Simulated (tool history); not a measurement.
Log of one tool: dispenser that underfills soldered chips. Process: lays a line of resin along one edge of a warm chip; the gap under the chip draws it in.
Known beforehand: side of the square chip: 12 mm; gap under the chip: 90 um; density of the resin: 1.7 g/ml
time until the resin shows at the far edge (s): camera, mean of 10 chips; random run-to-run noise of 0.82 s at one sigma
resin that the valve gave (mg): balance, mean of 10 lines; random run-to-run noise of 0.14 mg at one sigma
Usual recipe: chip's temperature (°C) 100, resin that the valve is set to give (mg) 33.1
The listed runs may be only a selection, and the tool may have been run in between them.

run   hour  chip's temperature (°C)  resin that the valve is set to give (mg)  time until the resin shows at the far edge (s)  resin that the valve gave (mg)
  1      0                      100                                      33.1                                             117                           31.77
       2.2  -- new syringe of resin
  2    4.3                      110                                      33.1                                            56.2                           31.79
  3    9.9                      110                                      33.1                                            69.3                           31.92
      15.7  -- new syringe of resin
  4   16.8                      110                                      33.1                                            53.1                           31.55
  5   22.1                      110                                      33.1                                            65.8                           31.32
  6     28                      110                                      33.1                                            81.3                           31.23
      29.3  -- new syringe of resin
  7   32.7                      100                                      33.1                                            87.1                           31.59
  8   38.2                      100                                      33.1                                           105.9                           31.16
      43.2  -- new syringe of resin
  9   44.8                      100                                      33.1                                            80.8                           31.04
 10   51.4                      100                                      33.1                                           104.8                           31.05
      54.8  -- dispensing valve cleaned and set on the balance
      57.7  -- new syringe of resin
 11   57.7                      100                                      33.1                                            75.5                           32.96
 12   61.3                      100                                      33.1                                            86.9                           32.91
 13     65                      100                                      33.1                                            99.3                           33.13
 14   68.9                      100                                      33.1                                             113                           32.99
      71.6  -- new syringe of resin
 15   75.9                      100                                      33.1                                              87                           32.74
 16   80.6                      100                                      33.1                                           106.2                           32.82
      85.2  -- new syringe of resin
 17   87.2                      100                                      33.1                                              83                           32.42
 18   91.3                      100                                      33.1                                            94.4                           32.39
 19   96.3                      109                                      39.4                                            79.2                           38.05
      99.2  -- new syringe of resin
 20   99.4                      109                                      39.4                                            51.4                           38.26
 21  104.3                      109                                      39.4                                            63.1                           38.28
 22  107.1                      113                                        31                                            61.6                           29.96
 23    110                      113                                        31                                            69.7                           30.04
       113  -- new syringe of resin
 24    116                      111                                      29.1                                            58.8                           28.23
 25    119                      111                                      29.1                                            66.1                           27.96
 26  125.5                      110                                      32.2                                            85.1                           30.64
     126.7  -- new syringe of resin
 27  128.9                      100                                      34.6                                            81.7                           32.95
 28  132.8                      100                                      34.6                                            93.5                           33.02
 29  136.7                      100                                      35.1                                             110                           33.62
     140.4  -- new syringe of resin
 30  141.1                      100                                      35.1                                            79.6                           33.26
 31  147.9                      100                                      35.1                                            99.1                           33.14
 32  152.2                      114                                      35.1                                            68.5                           33.02
     154.1  -- new syringe of resin
 33  158.6                      107                                      41.1                                            68.6                           38.59
 34  162.4                      101                                      29.6                                           104.8                           27.62
     163.6  -- dispensing valve cleaned and set on the balance
     168.9  -- new syringe of resin
 35  170.1                       95                                      30.5                                              97                           30.45
 36  175.8                      105                                      29.4                                            81.3                           29.41

Forecast each of these 3 alternatives for the next run:
  A  180.9                      105                                      29.4                                               ?                               ?
  B  180.9                      100                                      30.3                                               ?                               ?
  C  180.9                       89                                      39.7                                               ?                               ?

run  time until the resin shows at the far edge (s)  resin that the valve gave (mg)
  A                                            98.1                            29.3
  B                                           116.9                           30.12
  C                                           176.2                            39.5
Take away the tool's hidden state, keep each run's random variation, and the runs would have read:
run  time until the resin shows at the far edge (s)  resin that the valve gave (mg)
  A                                            64.8                           29.45
  B                                            77.2                           30.27
  C                                           116.5                           39.69
